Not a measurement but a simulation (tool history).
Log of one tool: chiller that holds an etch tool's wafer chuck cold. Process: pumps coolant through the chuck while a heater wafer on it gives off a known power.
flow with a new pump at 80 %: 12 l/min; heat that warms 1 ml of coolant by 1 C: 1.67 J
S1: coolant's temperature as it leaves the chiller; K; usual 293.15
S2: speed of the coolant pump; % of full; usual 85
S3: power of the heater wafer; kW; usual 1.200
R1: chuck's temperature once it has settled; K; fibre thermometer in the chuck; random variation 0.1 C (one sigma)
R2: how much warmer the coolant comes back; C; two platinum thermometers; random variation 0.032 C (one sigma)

| run | day | S1 | S2 | S3 | R1 | R2 |
|---|---|---|---|---|---|---|
| 1 | 0.000 | 293.15 | 85 | 1.200 | 301.75 | 3.43 |
| 2 | 1.158 | 293.15 | 85 | 1.200 | 301.65 | 3.45 |
| 3 | 2.767 | 293.15 | 85 | 1.200 | 301.75 | 3.45 |
| 4 | 3.821 | 293.15 | 85 | 1.200 | 301.65 | 3.50 |
| 5 | 4.958 | 293.15 | 85 | 1.200 | 301.85 | 3.51 |
|  | 5.142 | chiller's thermometer calibrated |
| 6 | 6.112 | 293.15 | 85 | 1.200 | 301.45 | 3.40 |
| 7 | 7.158 | 293.15 | 85 | 1.200 | 301.55 | 3.47 |
| 8 | 8.096 | 293.15 | 85 | 1.200 | 301.45 | 3.43 |

Forecast run 9:
| 9 | 9.525 | 299.15 | 85 | 1.200 | ? | ? |

R1: 307.55 K
R2: 3.53 C
Without the tool's hidden state the same run would have given R1 306.45 K, R2 3.41 C.
